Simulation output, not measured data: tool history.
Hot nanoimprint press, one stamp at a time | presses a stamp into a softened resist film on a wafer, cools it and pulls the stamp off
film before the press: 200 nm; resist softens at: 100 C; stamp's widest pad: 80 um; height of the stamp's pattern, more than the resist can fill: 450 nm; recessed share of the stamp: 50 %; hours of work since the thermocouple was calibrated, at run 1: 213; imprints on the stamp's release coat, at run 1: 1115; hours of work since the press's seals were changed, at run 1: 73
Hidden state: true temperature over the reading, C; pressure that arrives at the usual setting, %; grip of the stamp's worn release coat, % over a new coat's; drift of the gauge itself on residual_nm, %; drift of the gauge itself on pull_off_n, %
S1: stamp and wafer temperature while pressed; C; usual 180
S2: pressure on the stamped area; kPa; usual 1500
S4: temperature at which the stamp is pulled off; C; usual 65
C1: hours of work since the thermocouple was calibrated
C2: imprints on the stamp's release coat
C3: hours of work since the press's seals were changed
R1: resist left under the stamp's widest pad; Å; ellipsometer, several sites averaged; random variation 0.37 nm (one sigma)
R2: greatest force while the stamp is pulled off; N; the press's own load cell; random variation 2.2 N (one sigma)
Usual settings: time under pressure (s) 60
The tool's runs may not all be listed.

Run 1, hour 0: usual settings; C1 213; C2 1115; C3 73. Result: R1 958 Å, R2 170 N.
At hour 11.3: stamp cleaned and given a new release coat.
Run 2, hour 54.9: usual settings; C1 240; C2 128; C3 100. Result: R1 960 Å, R2 137 N.
Run 3, hour 104.2: usual settings; C1 268; C2 273; C3 128. Result: R1 968 Å, R2 150 N.
Run 4, hour 169.1: usual settings; C1 305; C2 464; C3 165. Result: R1 974 Å, R2 154 N.
Run 5, hour 198.9: usual settings; C1 321; C2 552; C3 181. Result: R1 965 Å, R2 158 N.
Run 6, hour 239: usual settings; C1 344; C2 670; C3 204. Result: R1 980 Å, R2 158 N.
Run 7, hour 281.1: usual settings; C1 368; C2 794; C3 227. Result: R1 975 Å, R2 160 N.
Run 8, hour 339.4: usual settings; C1 400; C2 965; C3 260. Result: R1 977 Å, R2 168 N.
At hour 369.5: plate thermocouple calibrated.
Run 9, hour 374.1: usual settings but S1 177 C; C1 3; C2 1058; C3 278. Result: R1 1017 Å, R2 167 N.
At hour 400.5: stamp cleaned and given a new release coat.
Run 10, hour 442: usual settings but S1 183 C, S2 2000 kPa, time under pressure (s) 69, S4 51 C; C1 37; C2 122; C3 313. Result: R1 726 Å, R2 163 N.
Run 11, hour 510.8: usual settings but S1 171 C, S2 920 kPa, S4 58 C; C1 76; C2 324; C3 351. Result: R1 1439 Å, R2 155 N.
Run 12, hour 559.6: usual settings but S1 171 C, S2 920 kPa, S4 58 C; C1 103; C2 468; C3 379. Result: R1 1449 Å, R2 161 N.
Run 13, hour 606.3: usual settings but S1 177 C, S2 920 kPa, time under pressure (s) 118, S4 64 C; C1 130; C2 605; C3 405. Result: R1 1075 Å, R2 156 N.
Run 14, hour 660.5: usual settings but S1 186 C, time under pressure (s) 72, S4 71 C; C1 160; C2 765; C3 436. Result: R1 800 Å, R2 147 N.
Run 15, hour 717: usual settings but S1 186 C, time under pressure (s) 72, S4 71 C; C1 192; C2 931; C3 467. Result: R1 807 Å, R2 151 N.

Forecast run 16:
Run 16, hour 770.2: usual settings but S1 186 C, time under pressure (s) 72, S4 71 C; C1 222; C2 1087; C3 497. Result: R1 ?, R2 ?.

R1: 803 Å
R2: 158 N
Without the tool's hidden state the same run would have given R1 768 Å, R2 125 N.
